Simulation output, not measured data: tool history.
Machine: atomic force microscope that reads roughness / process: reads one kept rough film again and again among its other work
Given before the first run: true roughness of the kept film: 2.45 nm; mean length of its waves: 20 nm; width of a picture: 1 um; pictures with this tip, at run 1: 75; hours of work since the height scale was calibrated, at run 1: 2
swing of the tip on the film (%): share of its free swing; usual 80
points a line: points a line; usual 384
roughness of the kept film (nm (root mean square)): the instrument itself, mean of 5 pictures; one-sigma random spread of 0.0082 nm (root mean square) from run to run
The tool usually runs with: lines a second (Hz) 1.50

run,day,lines a second (Hz),swing of the tip on the film (%),points a line,pictures with this tip,hours of work since the height scale was calibrated,roughness of the kept film (nm (root mean square))
1,0.000,1.50,80,384,75,2,1.412
2,0.325,2.35,80,384,85,6,1.317
3,0.517,1.50,62,384,91,8,1.402
4,0.917,1.50,80,384,103,12,1.290
# day 1.117: new tip fitted
5,1.296,1.50,80,384,5,17,1.720
6,1.500,1.50,80,384,11,19,1.675
7,1.838,1.50,80,384,21,23,1.626
8,2.250,1.50,80,384,33,28,1.548
9,2.583,1.50,80,384,43,31,1.509
10,2.929,1.50,89,384,53,35,1.397
11,3.288,1.02,80,636,64,40,1.453
12,3.608,0.80,80,975,73,43,1.435
13,3.892,1.60,55,384,82,47,1.404
14,4.250,1.60,79,855,92,51,1.300
15,4.492,1.60,61,803,99,53,1.344
# day 4.796: new tip fitted
16,4.900,1.50,80,461,3,58,1.774
17,5.296,1.50,64,461,14,62,1.776
18,5.679,0.94,75,461,26,67,1.709
19,5.967,0.94,75,461,34,70,1.645
20,6.221,1.11,89,869,42,73,1.544

Forecast each of these 3 alternatives for the next run:
A,6.562,0.67,62,439,52,77,?
B,6.562,1.22,66,444,52,77,?
C,6.562,1.52,79,364,52,77,?

run,roughness of the kept film (nm (root mean square))
A,1.592
B,1.564
C,1.493
With no hidden state in the tool, these same runs would have given:
run,roughness of the kept film (nm (root mean square))
A,1.917
B,1.883
C,1.799
